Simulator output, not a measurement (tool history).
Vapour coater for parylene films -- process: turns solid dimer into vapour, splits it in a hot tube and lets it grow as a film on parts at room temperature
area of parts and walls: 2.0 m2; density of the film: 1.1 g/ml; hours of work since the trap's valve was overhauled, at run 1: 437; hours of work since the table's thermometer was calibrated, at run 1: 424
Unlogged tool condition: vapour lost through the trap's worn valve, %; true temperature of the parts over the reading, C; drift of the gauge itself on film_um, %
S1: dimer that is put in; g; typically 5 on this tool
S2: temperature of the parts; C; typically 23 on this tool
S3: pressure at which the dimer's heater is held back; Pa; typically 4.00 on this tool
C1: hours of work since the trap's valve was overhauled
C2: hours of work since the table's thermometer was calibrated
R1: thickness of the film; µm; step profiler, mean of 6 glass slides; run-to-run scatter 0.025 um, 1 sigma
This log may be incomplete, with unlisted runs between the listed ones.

run,hour,S1,S2,S3,C1,C2,R1
1,0.0,5,23,4.00,437,424,1.76
2,17.5,5,29,4.00,447,433,1.58
3,35.0,5,23,4.00,456,443,1.74
4,46.5,5,23,4.00,462,449,1.75
5,66.6,5,23,4.00,472,459,1.75
6,79.1,5,15,4.00,479,466,1.98
7,88.4,5,15,4.00,484,471,1.94
8,100.4,5,16,4.00,490,477,1.95
9,112.2,5,16,4.00,496,483,1.95
10,125.1,5,16,4.00,503,490,1.96
11,141.0,5,16,4.00,511,498,1.94
12,160.1,5,23,8.70,521,508,1.45
13,177.6,5,23,8.70,531,517,1.45
14,187.3,5,23,8.70,536,522,1.44
15,202.6,5,23,8.70,544,530,1.47
16,216.2,5,23,8.70,551,538,1.50
17,236.1,5,23,8.70,561,548,1.46
18,255.6,5,23,4.00,571,558,1.70
19,269.8,5,23,4.00,579,566,1.70
20,285.9,5,25,4.00,587,574,1.64
21,299.1,5,25,4.00,594,581,1.59
22,315.3,5,23,4.00,603,590,1.71
23,329.3,6,18,4.00,610,597,2.18
24,345.9,3,25,2.01,619,606,1.13
25,362.6,3,25,2.01,628,614,1.09
# hour 368.2: trap's valve overhauled
26,381.7,4,30,8.22,7,622,1.00
27,401.1,3,23,5.17,17,632,0.95
28,410.9,5,23,5.17,22,638,1.55
29,421.1,5,23,6.24,28,643,1.49
# hour 434.0: trap's valve overhauled, once more
30,439.4,5,23,6.24,3,650,1.73
31,451.4,5,23,6.24,9,657,1.72
32,464.4,5,23,4.97,16,663,1.79
33,474.0,2,23,4.42,21,669,0.72
34,487.7,2,23,4.42,28,676,0.74
35,504.7,4,22,4.42,37,685,1.52
36,520.0,5,28,4.00,45,693,1.69
37,531.6,5,28,4.00,51,699,1.77
38,543.1,6,31,4.39,57,705,1.99
39,556.6,3,31,3.93,64,712,1.01
40,565.8,7,29,5.06,69,717,2.29
41,580.7,5,31,4.00,77,725,1.67
42,592.1,5,21,6.59,83,730,1.76
43,607.7,5,26,6.58,91,739,1.61

Run by run, hidden condition taken away, random variation retained:
run,R1
1,1.90
2,1.71
3,1.89
4,1.89
5,1.90
6,2.15
7,2.11
8,2.12
9,2.12
10,2.13
11,2.12
12,1.59
13,1.59
14,1.59
15,1.61
16,1.65
17,1.60
18,1.88
19,1.87
20,1.82
21,1.76
22,1.90
23,2.43
24,1.25
25,1.22
26,1.15
27,1.09
28,1.78
29,1.71
30,1.72
31,1.71
32,1.79
33,0.72
34,0.73
35,1.51
36,1.69
37,1.77
38,2.00
39,1.01
40,2.30
41,1.68
42,1.77
43,1.62

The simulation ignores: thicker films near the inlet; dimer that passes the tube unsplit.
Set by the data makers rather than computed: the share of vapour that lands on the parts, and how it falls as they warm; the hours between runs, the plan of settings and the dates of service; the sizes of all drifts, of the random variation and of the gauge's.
